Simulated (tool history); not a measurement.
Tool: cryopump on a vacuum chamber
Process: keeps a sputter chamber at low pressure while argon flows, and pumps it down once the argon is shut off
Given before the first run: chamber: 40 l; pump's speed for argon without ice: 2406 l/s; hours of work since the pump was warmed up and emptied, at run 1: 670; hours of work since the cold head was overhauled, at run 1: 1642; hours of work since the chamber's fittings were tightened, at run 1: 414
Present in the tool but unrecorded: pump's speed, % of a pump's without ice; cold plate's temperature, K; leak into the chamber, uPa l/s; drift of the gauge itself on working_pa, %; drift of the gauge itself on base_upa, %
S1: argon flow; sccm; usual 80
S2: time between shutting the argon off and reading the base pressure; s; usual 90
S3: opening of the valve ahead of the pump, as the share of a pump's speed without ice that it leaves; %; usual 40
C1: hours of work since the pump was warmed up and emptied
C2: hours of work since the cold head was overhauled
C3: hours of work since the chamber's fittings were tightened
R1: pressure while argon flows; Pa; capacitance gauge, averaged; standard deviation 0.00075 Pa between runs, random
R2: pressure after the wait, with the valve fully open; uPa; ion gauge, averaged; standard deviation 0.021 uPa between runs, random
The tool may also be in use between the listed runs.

run	hour	S1	S2	S3	C1	C2	C3	R1	R2
1	0	80	90	40	670	1642	414	0.1544	0.61
2	70.7	80	90	40	710	1682	454	0.1576	0.59
3	107.3	80	90	40	731	1703	475	0.1571	0.61
4	160.7	80	90	51	762	1733	506	0.127	0.63
5	193.9	80	90	51	781	1752	525	0.1273	0.67
6	242.7	102	90	40	808	1780	552	0.2025	0.67
7	299.9	106	90	40	841	1812	585	0.2126	0.68
8	351.8	106	90	19	871	1842	614	0.42	0.68
9	396.6	80	90	40	896	1868	640	0.1619	0.69
10	456.7	80	90	21	930	1902	674	0.2903	0.74
# hour 479.2: pump warmed up, emptied and cooled again
11	514.8	80	90	21	20	1932	704	0.2688	0.6
12	591	80	29	21	64	1975	748	0.2676	1.31
13	622.9	80	29	21	82	1994	766	0.2718	1.29
14	665.7	80	29	21	106	2018	790	0.2711	1.31
15	728.4	80	29	21	142	2054	826	0.2714	1.29
16	770.7	80	29	21	166	2078	850	0.271	1.28
17	825	80	29	21	197	2109	881	0.2729	1.34
18	864.4	45	29	21	219	2131	904	0.1536	1.38
19	915.4	65	47	22	248	2160	933	0.2133	0.96
20	959	80	36	35	273	2185	958	0.1672	1.15
21	1011	80	36	35	303	2215	987	0.1661	1.19
22	1078.2	80	76	30	341	2253	1025	0.1946	0.76
23	1123.9	80	76	30	367	2279	1051	0.1952	0.8
# hour 1160: leaking fittings of the chamber tightened, without venting
24	1186.6	80	76	30	402	2314	15	0.1973	0.55
25	1219.7	80	76	30	421	2332	34	0.1978	0.5
26	1291.7	71	34	31	462	2373	75	0.1711	1.02
27	1358.6	37	40	53	500	2412	113	0.0539	0.9
28	1402.8	37	40	53	525	2437	138	0.0541	0.93
29	1439.9	49	40	53	546	2458	159	0.0725	0.91
30	1471.7	49	40	53	564	2476	178	0.0733	0.94
31	1531.1	71	48	53	598	2510	211	0.1059	0.8
32	1568.1	145	282	28	619	2531	232	0.3924	0.37
33	1642.9	104	63	20	662	2574	275	0.3864	0.73

Some steps in R1 between neighbouring runs. How much of each would the tool show without its hidden state too (settings, what came in, random variation), and how much is left for the hidden state, with any gauge scatter that isn't in both results?
Run 7 -> 8: S3 40 -> 19. R1 +0.2074 Pa: hidden state +0.0011, all else +0.2063.
Run 8 -> 9: S1 106 -> 80, S3 19 -> 40. R1 -0.2581 Pa: hidden state -0.0059, all else -0.2522.
Run 10 -> 11: pump warmed up, emptied and cooled again. R1 -0.0215 Pa: hidden state -0.0208, all else -0.0007.
Run 31 -> 32: S1 71 -> 145, S2 48 -> 282, S3 53 -> 28. R1 +0.2865 Pa: hidden state +0.0141, all else +0.2724.
Run 32 -> 33: S1 145 -> 104, S2 282 -> 63, S3 28 -> 20. R1 -0.006 Pa: hidden state -0.0061, all else +0.0001.
